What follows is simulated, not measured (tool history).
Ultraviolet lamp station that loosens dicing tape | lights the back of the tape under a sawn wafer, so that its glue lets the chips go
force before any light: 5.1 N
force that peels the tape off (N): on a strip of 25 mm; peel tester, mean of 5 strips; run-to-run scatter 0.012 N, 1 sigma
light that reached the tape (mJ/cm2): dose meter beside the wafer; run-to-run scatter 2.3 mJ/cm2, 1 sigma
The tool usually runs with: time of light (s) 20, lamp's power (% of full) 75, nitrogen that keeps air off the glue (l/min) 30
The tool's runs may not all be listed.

run   hour  time of light (s)  lamp's power (% of full)  nitrogen that keeps air off the glue (l/min)  force that peels the tape off (N)  light that reached the tape (mJ/cm2)
  1      0                 20                        75                                            30                              0.556                                   226
  2   39.7                 20                        75                                            30                              0.538                                   223
  3  103.6                 20                        75                                            30                              0.551                                   221
  4  144.9                 20                        75                                            30                              0.555                                   223
  5  189.2                 20                        75                                            30                              0.552                                   220
  6  216.2                 20                        97                                            30                              0.334                                   286
  7  273.2                 20                        97                                            30                              0.332                                   285
     304.8  -- window cleaned of glue's vapour
  8  318.4                 20                        97                                            30                              0.326                                   286
  9  363.9                 20                        97                                            30                              0.322                                   289
 10  420.2                 19                        75                                            30                              0.605                                   212
 11  462.5                 19                        75                                            30                              0.628                                   207
 12  504.5                 19                        75                                            30                              0.612                                   213
 13  566.9                 19                        75                                            30                              0.617                                   212
 14  614.8                 20                        92                                            30                              0.356                                   272
 15  652.2                 20                        77                                            30                              0.554                                   230
 16  694.6                 20                        77                                            30                              0.533                                   231
 17  742.5                 20                        77                                            30                              0.517                                   228
     746.7  -- window cleaned of glue's vapour
 18  786.4                 20                        77                                            30                              0.528                                   224
     817.8  -- lamp changed
 19  840.3                 20                        75                                            30                              0.566                                   224
 20  895.7                 20                        75                                            30                              0.556                                   224
 21  945.6                 20                        75                                            12                              0.977                                   222

Run 22 comes next. What will it give?
 22  986.9                 14                        75                                            12                                  ?                                     ?

{"run 22": {"force that peels the tape off (N)": 1.566, "light that reached the tape (mJ/cm2)": 153}}
Had the tool carried no hidden state, the very same run would have given force that peels the tape off (N) 1.564, light that reached the tape (mJ/cm2) 153.
